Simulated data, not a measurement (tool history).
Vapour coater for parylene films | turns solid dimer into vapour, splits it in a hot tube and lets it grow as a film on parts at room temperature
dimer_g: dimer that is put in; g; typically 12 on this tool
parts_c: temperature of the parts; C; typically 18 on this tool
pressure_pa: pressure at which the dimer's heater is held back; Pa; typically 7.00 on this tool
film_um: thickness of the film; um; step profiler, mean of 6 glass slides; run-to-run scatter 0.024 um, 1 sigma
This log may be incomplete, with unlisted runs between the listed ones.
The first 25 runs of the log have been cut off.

run,hour,dimer_g,parts_c,pressure_pa,film_um
26,907.5,12,18,3.07,1.71
# hour 942.3: table's thermometer calibrated
27,944.9,12,18,3.07,1.69
28,987.7,11,30,10.80,0.94
29,1009.8,11,16,5.53,1.41
30,1050.2,6,16,10.96,0.68
31,1092.3,6,16,10.96,0.68
# hour 1115.5: trap's valve overhauled
32,1119.7,12,20,6.12,1.59
33,1163.6,12,16,11.93,1.51
34,1195.7,10,17,2.00,1.70
35,1218.2,10,17,2.00,1.65
36,1249.2,8,26,6.53,0.88
37,1275.0,8,26,6.53,0.89
38,1316.0,8,26,6.53,0.89
39,1345.6,9,12,4.70,1.38
40,1379.1,8,15,3.55,1.18
41,1423.0,10,27,5.98,1.06
42,1456.6,11,18,7.00,1.32
43,1500.0,19,25,4.76,2.16
44,1537.3,7,27,4.09,0.78
45,1565.1,7,27,4.09,0.76
46,1606.3,7,27,4.09,0.76

Consider 3 possible next runs. They are alternatives, not a sequence: every one starts from the tool as it was left by run 46. What does each give?
A,1654.3,12,11,2.96,?
B,1654.3,18,18,7.00,?
C,1654.3,15,18,4.86,?

run,film_um
A,1.90
B,2.12
C,1.92
Had the tool no hidden state, the same runs would have come out as:
run,film_um
A,2.14
B,2.39
C,2.16

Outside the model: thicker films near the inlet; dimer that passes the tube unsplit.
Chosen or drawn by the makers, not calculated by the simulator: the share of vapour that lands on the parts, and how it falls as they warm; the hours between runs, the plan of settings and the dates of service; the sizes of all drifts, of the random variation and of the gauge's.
